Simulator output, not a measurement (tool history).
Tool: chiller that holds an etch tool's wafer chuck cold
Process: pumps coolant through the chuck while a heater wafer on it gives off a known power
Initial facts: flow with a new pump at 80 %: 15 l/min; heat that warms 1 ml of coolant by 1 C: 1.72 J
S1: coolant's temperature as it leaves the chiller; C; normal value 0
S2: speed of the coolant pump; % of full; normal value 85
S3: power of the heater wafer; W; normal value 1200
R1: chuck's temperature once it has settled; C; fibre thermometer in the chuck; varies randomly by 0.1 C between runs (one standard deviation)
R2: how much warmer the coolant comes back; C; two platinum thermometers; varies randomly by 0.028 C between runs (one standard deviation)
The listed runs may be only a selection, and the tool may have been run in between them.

Run 1, hour 0: usual settings. Result: R1 8.8 C, R2 2.62 C.
Run 2, hour 26.2: usual settings. Result: R1 8.9 C, R2 2.62 C.
Run 3, hour 47.1: usual settings but S3 1729 W. Result: R1 12.5 C, R2 3.8 C.
Run 4, hour 71.5: usual settings but S3 1278 W. Result: R1 9.2 C, R2 2.8 C.
Run 5, hour 115.6: usual settings but S3 1278 W. Result: R1 9.1 C, R2 2.78 C.
Run 6, hour 147.7: usual settings but S3 1278 W. Result: R1 9.3 C, R2 2.81 C.
Run 7, hour 170.2: usual settings but S3 1278 W. Result: R1 9.2 C, R2 2.86 C.
Run 8, hour 212.5: usual settings. Result: R1 8.6 C, R2 2.66 C.
Run 9, hour 235.7: usual settings. Result: R1 8.5 C, R2 2.68 C.
Run 10, hour 276.3: usual settings. Result: R1 8.7 C, R2 2.66 C.
Run 11, hour 313.8: usual settings. Result: R1 8.6 C, R2 2.73 C.
Run 12, hour 342.5: usual settings. Result: R1 8.8 C, R2 2.72 C.
Run 13, hour 366.7: usual settings. Result: R1 8.7 C, R2 2.69 C.
Run 14, hour 415.1: usual settings. Result: R1 8.7 C, R2 2.73 C.
Run 15, hour 444: usual settings. Result: R1 8.7 C, R2 2.75 C.
Run 16, hour 470.6: usual settings. Result: R1 8.6 C, R2 2.78 C.
Run 17, hour 516.6: usual settings. Result: R1 8.7 C, R2 2.79 C.
Run 18, hour 545.8: usual settings but S1 -2 C, S2 65 % of full, S3 1764 W. Result: R1 13.4 C, R2 5.3 C.
Run 19, hour 572.5: usual settings but S1 -2 C, S2 65 % of full, S3 1764 W. Result: R1 13.5 C, R2 5.27 C.
Run 20, hour 601.7: usual settings but S2 87 % of full. Result: R1 8.5 C, R2 2.68 C.
Run 21, hour 635.1: usual settings but S1 -9 C, S2 87 % of full, S3 1138 W. Result: R1 -0.9 C, R2 2.6 C.
Run 22, hour 666.7: usual settings but S2 94 % of full, S3 746 W. Result: R1 4.9 C, R2 1.65 C.
Run 23, hour 688.6: usual settings but S2 94 % of full, S3 746 W. Result: R1 4.9 C, R2 1.68 C.
Run 24, hour 717.1: usual settings but S1 -7 C, S2 64 % of full, S3 791 W. Result: R1 -0.1 C, R2 2.56 C.
Run 25, hour 739.8: usual settings but S1 -8 C, S2 70 % of full, S3 1194 W. Result: R1 1.9 C, R2 3.46 C.
Run 26, hour 769.5: usual settings but S1 9 C. Result: R1 17.9 C, R2 2.87 C.
Run 27, hour 808.4: usual settings but S1 9 C. Result: R1 17.7 C, R2 2.86 C.
Run 28, hour 835.2: usual settings but S3 1161 W. Result: R1 8.5 C, R2 2.79 C.
Run 29, hour 871.3: usual settings but S3 1161 W. Result: R1 8.3 C, R2 2.8 C.
Run 30, hour 900.8: usual settings but S1 2 C, S2 62 % of full. Result: R1 12.9 C, R2 3.92 C.
Run 31, hour 923.7: usual settings but S1 4 C, S2 61 % of full. Result: R1 15 C, R2 4.07 C.

Alternative continuations, all from the tool just after run 31; predict every row:
Run A, hour 968.5: usual settings but S1 4 C, S2 91 % of full, S3 872 W. Result: R1 ?, R2 ?.
Run B, hour 968.5: usual settings but S2 63 % of full, S3 1550 W. Result: R1 ?, R2 ?.
Run C, hour 968.5: usual settings but S1 2 C, S2 92 % of full, S3 709 W. Result: R1 ?, R2 ?.
Run D, hour 968.5: usual settings but S1 -9 C, S2 62 % of full, S3 713 W. Result: R1 ?, R2 ?.
Run E, hour 968.5: usual settings but S2 79 % of full, S3 926 W. Result: R1 ?, R2 ?.

run    R1    R2
  A  10.1  2.03
  B  13.8  4.92
  C   6.6  1.68
  D  -2.5  2.52
  E     7  2.46
Without the tool's hidden state the same runs would have given:
run    R1    R2
  A  10.1  1.74
  B  13.8  4.63
  C   6.6  1.39
  D  -2.5  2.23
  E     7  2.18

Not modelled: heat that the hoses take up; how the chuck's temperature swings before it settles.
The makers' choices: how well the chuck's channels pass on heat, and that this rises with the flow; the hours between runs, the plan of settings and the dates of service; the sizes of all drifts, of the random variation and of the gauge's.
